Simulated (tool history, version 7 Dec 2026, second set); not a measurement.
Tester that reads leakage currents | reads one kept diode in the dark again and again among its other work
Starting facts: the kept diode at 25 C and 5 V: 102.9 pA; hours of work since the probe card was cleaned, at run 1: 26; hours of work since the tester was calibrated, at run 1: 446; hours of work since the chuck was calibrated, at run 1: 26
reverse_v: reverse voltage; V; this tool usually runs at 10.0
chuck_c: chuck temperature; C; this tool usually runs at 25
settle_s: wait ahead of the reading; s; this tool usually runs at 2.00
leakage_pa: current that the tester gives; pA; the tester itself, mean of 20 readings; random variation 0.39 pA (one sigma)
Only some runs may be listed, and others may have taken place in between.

run,day,reverse_v,chuck_c,settle_s,hours of work since the probe card was cleaned,hours of work since the tester was calibrated,hours of work since the chuck was calibrated,leakage_pa
1,0.000,10.0,25,2.00,26,446,26,129.92
2,1.033,10.0,25,2.00,39,458,39,129.49
3,2.679,10.0,25,2.00,59,479,59,131.39
4,3.583,9.4,25,2.00,70,490,70,128.09
5,4.462,10.0,40,2.00,81,501,81,399.73
6,6.133,10.0,25,2.00,102,522,102,131.56
7,7.729,10.0,25,2.00,122,542,122,132.12
8,8.600,10.0,25,2.00,133,552,133,131.97
9,9.967,10.0,25,2.00,150,569,150,132.92
10,11.462,10.0,25,2.00,168,588,168,133.83
11,13.338,10.0,25,0.46,192,611,192,137.78
12,14.346,10.0,24,2.00,204,624,204,124.09
13,15.721,10.0,24,2.00,221,641,221,124.16
14,17.375,10.0,25,2.00,242,661,242,134.47
15,19.062,10.0,25,2.00,263,682,263,135.97
16,20.108,10.0,25,2.00,276,695,276,136.23
17,21.150,10.0,25,2.00,289,708,289,136.26
18,22.888,10.0,25,2.00,310,730,310,136.37
19,23.767,10.0,25,2.00,321,741,321,136.75
20,25.462,12.2,25,2.00,342,762,342,147.76
21,26.458,12.2,25,2.00,354,774,354,148.09
22,27.879,16.8,20,2.19,372,792,372,114.32
23,29.479,9.7,25,2.00,392,812,392,137.33
24,30.496,9.7,25,2.00,405,824,405,138.46
25,32.042,6.1,25,2.08,424,843,424,117.49
26,33.875,8.9,25,2.00,446,866,446,134.42
27,35.104,14.9,34,0.35,462,881,462,318.90
28,36.875,14.9,34,0.35,484,903,484,320.81
29,38.583,14.9,34,0.35,505,925,505,322.11
30,39.817,1.1,52,2.00,520,940,520,464.14
31,41.317,3.1,22,2.00,539,959,539,74.90
32,42.504,4.0,23,0.90,554,973,554,89.28
33,43.662,5.1,27,2.00,568,988,568,130.42
34,45.242,7.1,23,2.00,588,1007,588,108.95
35,47.021,7.1,23,2.00,610,1029,610,109.57

Below, some changes in leakage_pa between adjacent runs. For each, the amount present without the hidden state too (settings, incoming material, random variation) and the amount remaining for the hidden state with gauge scatter not shared by both compared results:
Hidden state present: stray current of the dirty probe card, pA a volt; current scale over the true one, %; true chuck temperature over the reading, C; drift of the gauge itself on leakage_pa, %.
Run 4 -> 5: reverse_v 9.4 -> 10.0, chuck_c 25 -> 40. leakage_pa +271.64 pA: hidden state +0.46, all else +271.18.
Run 5 -> 6: chuck_c 40 -> 25. leakage_pa -268.17 pA: hidden state +0.35, all else -268.52.
Run 26 -> 27: reverse_v 8.9 -> 14.9, chuck_c 25 -> 34, settle_s 2.00 -> 0.35. leakage_pa +184.48 pA: hidden state +8.67, all else +175.81.
Run 29 -> 30: reverse_v 14.9 -> 1.1, chuck_c 34 -> 52, settle_s 0.35 -> 2.00. leakage_pa +142.03 pA: hidden state -6.14, all else +148.17.
Run 30 -> 31: reverse_v 1.1 -> 3.1, chuck_c 52 -> 22. leakage_pa -389.24 pA: hidden state -8.73, all else -380.51.
